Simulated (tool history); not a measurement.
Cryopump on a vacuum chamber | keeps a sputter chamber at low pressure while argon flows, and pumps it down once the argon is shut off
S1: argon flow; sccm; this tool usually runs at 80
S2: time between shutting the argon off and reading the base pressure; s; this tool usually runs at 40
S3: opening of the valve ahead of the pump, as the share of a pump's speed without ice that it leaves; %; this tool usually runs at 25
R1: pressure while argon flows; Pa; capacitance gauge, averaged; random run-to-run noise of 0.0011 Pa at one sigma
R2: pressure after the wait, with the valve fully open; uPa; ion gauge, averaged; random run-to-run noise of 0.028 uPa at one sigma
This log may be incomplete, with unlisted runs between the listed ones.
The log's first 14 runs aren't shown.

run 15 hour=184.1 | S1=80 S2=40 S3=25 | R1=0.2471 R2=2.22
run 16 hour=201.8 | S1=80 S2=40 S3=25 | R1=0.2457 R2=2.25
run 17 hour=216.8 | S1=39 S2=40 S3=25 | R1=0.1204 R2=2.28
run 18 hour=225.6 | S1=53 S2=51 S3=22 | R1=0.1856 R2=2.03
run 19 hour=234 | S1=53 S2=51 S3=24 | R1=0.1716 R2=2.07
run 20 hour=250.9 | S1=153 S2=216 S3=24 | R1=0.4945 R2=1.38
run 21 hour=265.4 | S1=153 S2=216 S3=24 | R1=0.4946 R2=1.35
run 22 hour=274.9 | S1=102 S2=53 S3=32 | R1=0.2487 R2=2.06
run 23 hour=289.7 | S1=105 S2=25 S3=31 | R1=0.2675 R2=3.08
run 24 hour=298.5 | S1=80 S2=21 S3=25 | R1=0.2499 R2=3.23
run 25 hour=309.3 | S1=51 S2=98 S3=57 | R1=0.0741 R2=1.66
run 26 hour=324.1 | S1=155 S2=51 S3=33 | R1=0.3703 R2=2.15
run 27 hour=333.9 | S1=155 S2=51 S3=33 | R1=0.3707 R2=2.08
run 28 hour=343.7 | S1=42 S2=100 S3=25 | R1=0.1326 R2=1.73
run 29 hour=354.7 | S1=42 S2=100 S3=25 | R1=0.1322 R2=1.67
run 30 hour=369.8 | S1=80 S2=241 S3=45 | R1=0.1445 R2=1.39
run 31 hour=386.9 | S1=80 S2=209 S3=44 | R1=0.1484 R2=1.46
run 32 hour=402.1 | S1=80 S2=209 S3=44 | R1=0.1488 R2=1.47
run 33 hour=416.1 | S1=80 S2=88 S3=25 | R1=0.2519 R2=1.78
run 34 hour=430.7 | S1=80 S2=88 S3=25 | R1=0.2516 R2=1.78

Each row is a separate what-if for the run after 34, all from the same tool condition, not one after another. Results?
run A hour=445.4 | S1=34 S2=28 S3=58 | R1=? R2=?
run B hour=445.4 | S1=123 S2=31 S3=23 | R1=? R2=?
run C hour=445.4 | S1=85 S2=88 S3=25 | R1=? R2=?

run=A R1=0.0499 R2=2.93
run=B R1=0.4194 R2=2.76
run=C R1=0.2677 R2=1.79
Stripped of hidden state, with their random variation kept, the same runs would have yielded:
run=A R1=0.0439 R2=1.77
run=B R1=0.3977 R2=1.61
run=C R1=0.2527 R2=0.64
